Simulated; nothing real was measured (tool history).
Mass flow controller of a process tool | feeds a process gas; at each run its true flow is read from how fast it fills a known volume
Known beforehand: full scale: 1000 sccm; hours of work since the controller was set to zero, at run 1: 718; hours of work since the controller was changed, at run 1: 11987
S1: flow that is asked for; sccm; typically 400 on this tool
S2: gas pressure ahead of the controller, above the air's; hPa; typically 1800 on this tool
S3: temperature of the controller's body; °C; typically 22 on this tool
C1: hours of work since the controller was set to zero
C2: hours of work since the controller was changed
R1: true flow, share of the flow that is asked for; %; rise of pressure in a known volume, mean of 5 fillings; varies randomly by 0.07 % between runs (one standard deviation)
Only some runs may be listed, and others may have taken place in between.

run	hour	S1	S2	S3	C1	C2	R1
1	0	400	1800	22	718	11987	100.14
2	254.9	400	1800	22	902	12170	100.28
3	594.4	400	1800	22	1146	12415	100.37
4	1015.7	400	1800	22	1449	12718	100.41
5	1551.3	400	1800	22	1835	13103	100.56
6	2052.1	400	1800	22	2195	13464	100.74
7	2376.5	400	1800	22	2429	13697	100.86
8	2757.5	400	1800	22	2703	13972	100.82
9	3085.9	400	1800	22	2940	14208	100.69
10	3511	400	1800	22	3246	14514	100.99
# hour 3663.4: controller exchanged for a calibrated one
11	3737.9	400	1800	22	54	54	99.25
12	4032.3	400	1800	22	266	266	99.24
13	4423.5	400	1800	22	547	547	99.42
14	4934.6	400	1800	22	915	915	99.59
15	5198.8	400	1800	22	1105	1105	99.46
16	5677	400	1800	22	1450	1450	99.58
17	6013.3	114	2500	24	1692	1692	101.32
18	6295.7	721	2710	22	1895	1895	100.21
19	6640.6	721	2710	22	2143	2143	100.4
20	7135.1	400	1990	38	2499	2499	101.83
21	7384.3	400	1800	32	2679	2679	101.25
22	7863.5	400	1770	20	3024	3024	99.95
23	8364.3	333	1640	35	3384	3384	101.81
24	8593.4	917	2730	38	3549	3549	102.36
25	8815.2	104	1900	38	3709	3709	104.72
26	9080.7	400	2440	22	3900	3900	100.72
27	9585.4	400	1800	34	4263	4263	101.89
28	9907.1	139	2320	22	4495	4495	102.76
29	10266.2	905	1900	30	4754	4754	101.25
30	10674	400	1800	33	5047	5047	102.08
31	10900.7	699	1750	23	5210	5210	100.47

How the hidden state differs across the entries between the runs, from the last listed run before each to the first after it:
Run 10 -> run 11: controller exchanged for a calibrated one (hour 3663.4)
  flow at rest that the sensor doesn't see, % of full scale: 0.314 -> 0.013; true flow over the shown one, %: 0.91 -> -0.12
  difference, measured minus the result without the unlogged condition, R1: +1.69 -> -0.08 %
